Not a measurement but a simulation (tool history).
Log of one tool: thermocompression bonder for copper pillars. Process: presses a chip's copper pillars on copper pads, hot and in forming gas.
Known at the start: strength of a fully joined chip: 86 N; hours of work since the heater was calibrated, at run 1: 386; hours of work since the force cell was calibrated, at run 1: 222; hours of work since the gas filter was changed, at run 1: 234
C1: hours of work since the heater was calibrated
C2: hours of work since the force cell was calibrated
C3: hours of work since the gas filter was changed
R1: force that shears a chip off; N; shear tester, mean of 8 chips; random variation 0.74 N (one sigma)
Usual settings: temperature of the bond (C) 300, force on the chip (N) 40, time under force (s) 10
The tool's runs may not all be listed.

Run 1, hour 0: usual settings; C1 386; C2 222; C3 234. Result: R1 49.2 N.
Run 2, hour 14: usual settings but temperature of the bond (C) 304; C1 392; C2 229; C3 240. Result: R1 51.2 N.
Run 3, hour 23.2: usual settings but temperature of the bond (C) 304; C1 396; C2 233; C3 244. Result: R1 51.2 N.
Run 4, hour 43: usual settings but temperature of the bond (C) 304; C1 405; C2 241; C3 253. Result: R1 49.9 N.
Run 5, hour 59.2: usual settings but temperature of the bond (C) 304; C1 412; C2 248; C3 260. Result: R1 49.8 N.
Run 6, hour 72.8: usual settings but temperature of the bond (C) 304; C1 418; C2 254; C3 266. Result: R1 50.6 N.
Run 7, hour 89.1: usual settings but temperature of the bond (C) 304; C1 425; C2 261; C3 273. Result: R1 50.6 N.
Run 8, hour 107.2: usual settings but temperature of the bond (C) 304; C1 433; C2 269; C3 281. Result: R1 51.7 N.
Run 9, hour 119: usual settings but temperature of the bond (C) 304; C1 438; C2 274; C3 286. Result: R1 51.5 N.
Run 10, hour 130.5: usual settings but temperature of the bond (C) 304; C1 443; C2 279; C3 291. Result: R1 50.3 N.
Run 11, hour 141.9: usual settings but force on the chip (N) 49; C1 448; C2 284; C3 296. Result: R1 51.1 N.
Run 12, hour 151.2: usual settings but force on the chip (N) 49; C1 452; C2 288; C3 300. Result: R1 53.2 N.
Run 13, hour 161.8: usual settings; C1 457; C2 293; C3 305. Result: R1 48.9 N.
Run 14, hour 181.6: usual settings; C1 465; C2 302; C3 314. Result: R1 48.4 N.
Run 15, hour 196.5: usual settings but time under force (s) 23; C1 472; C2 308; C3 320. Result: R1 60.1 N.
Run 16, hour 204.8: usual settings but time under force (s) 23; C1 475; C2 312; C3 324. Result: R1 60 N.
Run 17, hour 216.4: usual settings but temperature of the bond (C) 273, force on the chip (N) 30, time under force (s) 22; C1 481; C2 317; C3 329. Result: R1 37.5 N.
Run 18, hour 229: usual settings but force on the chip (N) 54; C1 486; C2 323; C3 334. Result: R1 54.9 N.
Run 19, hour 241.9: usual settings but temperature of the bond (C) 298, force on the chip (N) 55, time under force (s) 9; C1 492; C2 328; C3 340. Result: R1 52.2 N.
Run 20, hour 260.4: usual settings but temperature of the bond (C) 273, force on the chip (N) 36, time under force (s) 11; C1 500; C2 336; C3 348. Result: R1 32.3 N.
At hour 264.2: heater calibrated with a thermocouple chip.
Run 21, hour 271.7: usual settings but time under force (s) 5; C1 3; C2 340; C3 352. Result: R1 36.5 N.
Run 22, hour 284: usual settings but time under force (s) 5; C1 9; C2 346; C3 357. Result: R1 36.7 N.
Run 23, hour 292.9: usual settings but temperature of the bond (C) 304, time under force (s) 9; C1 13; C2 350; C3 361. Result: R1 46.3 N.
Run 24, hour 306: usual settings but temperature of the bond (C) 304, force on the chip (N) 38, time under force (s) 22; C1 18; C2 355; C3 367. Result: R1 57.9 N.
Run 25, hour 317.3: usual settings but force on the chip (N) 52; C1 23; C2 360; C3 372. Result: R1 51.5 N.
Run 26, hour 326.6: usual settings but temperature of the bond (C) 275, force on the chip (N) 28, time under force (s) 23; C1 27; C2 364; C3 376. Result: R1 34.8 N.
Run 27, hour 335.5: usual settings but temperature of the bond (C) 317, force on the chip (N) 26; C1 31; C2 368; C3 380. Result: R1 44.6 N.
Run 28, hour 347: usual settings but temperature of the bond (C) 303, force on the chip (N) 25, time under force (s) 6; C1 36; C2 373; C3 385. Result: R1 29.5 N.
At hour 363.9: heater calibrated with a thermocouple chip, once more.
Run 29, hour 363.9: usual settings but temperature of the bond (C) 321, force on the chip (N) 57, time under force (s) 6; C1 0; C2 380; C3 391. Result: R1 59.8 N.
Run 30, hour 373.2: usual settings but temperature of the bond (C) 302; C1 4; C2 384; C3 395. Result: R1 50 N.
Run 31, hour 385.5: usual settings but temperature of the bond (C) 278; C1 9; C2 389; C3 401. Result: R1 36.8 N.

Measured less the same run without the tool's hidden state. The same run-to-run variation is in both; the gauge's scatter may not be:
The hidden state here: true temperature of the bond over the reading, C; force that reaches the chip, % of what is set; oxide that the forming gas leaves, % of the face; drift of the gauge itself on shear_n, %.
run    R1
  1  -5.1
  2  -5.2
  3  -5.4
  4  -5.4
  5  -5.5
  6  -5.6
  7  -5.7
  8  -5.9
  9  -6.1
 10  -6.1
 11  -6.1
 12  -6.4
 13  -6.2
 14  -6.4
 15    -7
 16    -7
 17  -5.9
 18    -7
 19  -7.1
 20  -5.6
 21  -6.9
 22    -7
 23    -8
 24  -8.6
 25  -8.7
 26  -7.6
 27    -8
 28  -6.3
 29  -5.7
 30  -5.1
 31  -4.2

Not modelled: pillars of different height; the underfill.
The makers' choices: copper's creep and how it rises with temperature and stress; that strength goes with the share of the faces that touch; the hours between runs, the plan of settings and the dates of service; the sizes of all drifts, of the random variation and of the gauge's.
